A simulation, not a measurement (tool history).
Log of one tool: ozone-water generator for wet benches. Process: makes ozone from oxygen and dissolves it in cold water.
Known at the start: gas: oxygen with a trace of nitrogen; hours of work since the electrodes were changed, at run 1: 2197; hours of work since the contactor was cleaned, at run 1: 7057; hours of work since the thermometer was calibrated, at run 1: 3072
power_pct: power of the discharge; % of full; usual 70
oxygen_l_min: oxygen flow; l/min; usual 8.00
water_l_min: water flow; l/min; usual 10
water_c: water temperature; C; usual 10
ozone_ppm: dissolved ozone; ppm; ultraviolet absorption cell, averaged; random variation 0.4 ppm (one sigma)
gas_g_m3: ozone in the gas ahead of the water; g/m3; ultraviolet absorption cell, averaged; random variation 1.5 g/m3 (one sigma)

run	day	power_pct	oxygen_l_min	water_l_min	water_c	hours of work since the electrodes were changed	hours of work since the contactor was cleaned	hours of work since the thermometer was calibrated	ozone_ppm	gas_g_m3
1	0.000	70	8.00	10	10	2197	7057	3072	63.6	277.3
2	3.629	70	8.00	10	10	2270	7131	3145	63.2	279.6
3	5.996	70	8.00	10	10	2318	7178	3193	64.0	279.4
4	9.292	70	8.00	10	10	2385	7245	3259	64.5	279.4
5	11.529	70	8.00	10	10	2430	7290	3304	63.2	276.7
6	13.629	70	8.00	10	10	2472	7333	3347	64.3	278.8
7	16.079	70	8.00	10	10	2522	7382	3396	63.2	277.9
8	18.100	95	12.66	10	16	2563	7423	3437	69.2	305.4
9	21.146	51	4.51	6	10	2624	7484	3499	62.0	257.0
# day 25.408: water thermometer calibrated
10	25.762	51	4.51	6	10	2717	7577	7	62.6	256.0
11	27.712	70	8.00	13	10	2757	7617	47	54.4	278.5
12	30.571	70	8.00	11	10	2814	7674	104	60.4	275.4

Hidden state at the last listed run before each entry between runs and at the first one after, where it differs:
Between runs 9 and 10: water thermometer calibrated (day 25.408)
  true water temperature over the reading, C: 0.01 -> 0; drift of the gauge itself on gas_g_m3, %: -0.59 -> -0.72
  measured less the result without the state, gas_g_m3: -1.6 -> -1.9 g/m3
